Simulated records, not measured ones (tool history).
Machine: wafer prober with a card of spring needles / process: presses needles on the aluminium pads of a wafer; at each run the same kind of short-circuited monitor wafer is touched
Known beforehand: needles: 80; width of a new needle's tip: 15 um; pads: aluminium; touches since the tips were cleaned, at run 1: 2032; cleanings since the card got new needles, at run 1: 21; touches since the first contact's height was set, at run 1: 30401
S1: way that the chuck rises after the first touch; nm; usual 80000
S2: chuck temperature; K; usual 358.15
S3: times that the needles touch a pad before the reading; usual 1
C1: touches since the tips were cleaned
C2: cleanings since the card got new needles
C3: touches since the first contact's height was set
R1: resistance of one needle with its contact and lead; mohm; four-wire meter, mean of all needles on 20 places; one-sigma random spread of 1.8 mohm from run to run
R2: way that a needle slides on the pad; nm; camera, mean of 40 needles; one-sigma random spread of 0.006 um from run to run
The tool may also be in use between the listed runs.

run	hour	S1	S2	S3	C1	C2	C3	R1	R2
1	0	80000	358.15	1	2032	21	30401	241	11127
# hour 16.7: tips cleaned on abrasive film
2	16.7	80000	358.15	1	0	22	33793	263	11121
3	29	80000	358.15	1	2506	22	36299	264	11118
# hour 44: tips cleaned on abrasive film
4	49.8	80000	358.15	1	1189	23	40509	232	11116
# hour 69.8: tips cleaned on abrasive film
5	72.7	85000	358.15	1	583	24	45155	230	11802
# hour 79: tips cleaned on abrasive film, once more
6	96.6	85000	358.15	1	3586	25	50013	242	11793
# hour 104.9: tips cleaned on abrasive film
7	110.9	80000	358.15	1	1218	26	52900	235	11096
# hour 131.4: tips cleaned on abrasive film
8	134	70000	358.15	1	530	27	57583	230	9686
9	154.4	70000	358.15	1	4697	27	61750	258	9688
# hour 158.9: tips cleaned on abrasive film
10	181.6	70000	358.15	1	4616	28	67262	256	9666
# hour 185.6: tips cleaned on abrasive film
11	197.8	80000	358.15	1	2485	29	70547	243	11079
# hour 213.2: tips cleaned on abrasive film
12	214.2	80000	378.15	1	213	30	73881	230	11061
# hour 239.8: tips cleaned on abrasive film
13	242	80000	378.15	1	447	31	79518	237	11053
14	257.9	80000	358.15	2	3683	31	82754	235	11054
# hour 266.4: tips cleaned on abrasive film
15	274.8	80000	358.15	2	1721	32	86186	230	11051
# hour 276.8: height of the first contact set anew
# hour 292.7: tips cleaned on abrasive film
16	292.7	80000	358.15	2	0	33	3206	223	11171
17	316.4	80000	358.15	2	4842	33	8048	239	11166
# hour 318.6: tips cleaned on abrasive film
# hour 344.3: tips cleaned on abrasive film
18	344.5	87000	313.15	2	39	35	13725	215	12132
19	365.3	77000	317.15	2	4292	35	17978	230	10738
# hour 370.7: tips cleaned on abrasive film
20	390	77000	317.15	2	3942	36	22990	231	10733
# hour 397.8: tips cleaned on abrasive film
21	401.8	77000	317.15	2	809	37	25366	219	10713
# hour 423.4: tips cleaned on abrasive film
22	423.4	77000	317.15	2	0	38	29745	219	10721
23	442.7	81000	362.15	3	3938	38	33683	234	11261
# hour 450.1: tips cleaned on abrasive film
24	467.7	75000	358.15	1	3596	39	38756	251	10424
# hour 477.1: tips cleaned on abrasive film
25	491.3	75000	358.15	1	2894	40	43537	245	10407
# hour 503.4: tips cleaned on abrasive film
26	517	83000	358.15	1	2773	41	48757	240	11518
# hour 528.9: tips cleaned on abrasive film
27	528.9	89000	300.15	1	0	42	51163	210	12361
28	553.1	80000	301.15	1	4943	42	56106	239	11101
# hour 555: tips cleaned on abrasive film
29	575.9	67000	333.15	1	4254	43	60723	254	9276
# hour 580.7: tips cleaned on abrasive film
30	598.7	81000	358.15	2	3663	44	65355	236	11214
# hour 606.8: tips cleaned on abrasive film
31	616.1	70000	397.15	1	1881	45	68870	250	9673
32	629.5	80000	362.15	3	4621	45	71610	234	11072
# hour 634: tips cleaned on abrasive film
33	655.5	80000	362.15	3	4386	46	76898	233	11061
# hour 660.6: tips cleaned on abrasive film
34	669.3	89000	358.15	1	1774	47	79683	235	12315

Consider 3 possible next runs. They are alternatives, not a sequence: every one starts from the tool as it was left by run 34. What does each give?
# hour 686.9: tips cleaned on abrasive film
A	696.9	70000	382.15	1	2021	48	85277	?	?
# hour 686.9: tips cleaned on abrasive film
B	696.9	89000	304.15	1	2021	48	85277	?	?
# hour 686.9: tips cleaned on abrasive film
C	696.9	82000	358.15	1	2021	48	85277	?	?

run	R1	R2
A	252	9663
B	226	12309
C	236	11333
Stripped of hidden state, with their random variation kept, the same runs would have yielded:
run	R1	R2
A	231	9791
B	211	12438
C	220	11461

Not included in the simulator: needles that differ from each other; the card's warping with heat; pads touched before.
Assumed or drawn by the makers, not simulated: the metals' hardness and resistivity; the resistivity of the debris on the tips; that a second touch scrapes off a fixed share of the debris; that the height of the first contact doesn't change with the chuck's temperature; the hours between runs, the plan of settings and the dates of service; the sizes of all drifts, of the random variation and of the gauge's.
